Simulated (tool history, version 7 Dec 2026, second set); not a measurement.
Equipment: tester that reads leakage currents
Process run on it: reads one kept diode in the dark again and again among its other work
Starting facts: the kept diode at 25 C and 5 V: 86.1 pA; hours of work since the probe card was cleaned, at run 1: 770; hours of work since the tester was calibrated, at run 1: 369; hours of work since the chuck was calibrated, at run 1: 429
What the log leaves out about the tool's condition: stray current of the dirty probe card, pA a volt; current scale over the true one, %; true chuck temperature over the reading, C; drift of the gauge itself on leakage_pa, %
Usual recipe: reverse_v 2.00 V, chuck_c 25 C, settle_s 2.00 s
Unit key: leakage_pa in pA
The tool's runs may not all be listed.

run,hour,reverse_v,chuck_c,settle_s,hours of work since the probe card was cleaned,hours of work since the tester was calibrated,hours of work since the chuck was calibrated,leakage_pa
1,0.0,2.00,25,2.00,770,369,429,57.06
2,34.4,2.00,25,2.00,790,388,448,57.56
3,79.2,2.00,25,2.00,815,414,474,57.60
4,127.9,2.00,25,2.00,843,441,502,57.57
5,174.0,2.00,25,2.00,869,468,528,57.27
6,218.7,2.43,25,2.00,895,493,553,62.39
7,256.3,2.43,25,2.00,916,515,575,62.51
8,304.1,5.33,60,0.75,944,542,602,865.47
9,342.9,5.33,60,0.75,966,564,624,859.11
10,373.9,4.84,44,1.79,983,582,642,313.54
11,406.5,2.00,40,5.30,1002,600,660,161.25
12,454.7,1.26,24,0.36,1029,628,688,44.17
13,489.7,16.27,39,8.14,1049,648,708,385.68

3 options for the next run, each taken on its own from the tool as it stands now. Forecast them:
A,519.5,2.13,38,0.42,1066,665,725,?
B,519.5,2.00,25,3.69,1066,665,725,?
C,519.5,3.60,31,8.14,1066,665,725,?

run,leakage_pa
A,146.74
B,57.52
C,114.35
What these runs would have given with no unlogged condition in the tool:
run,leakage_pa
A,147.00
B,57.62
C,114.54
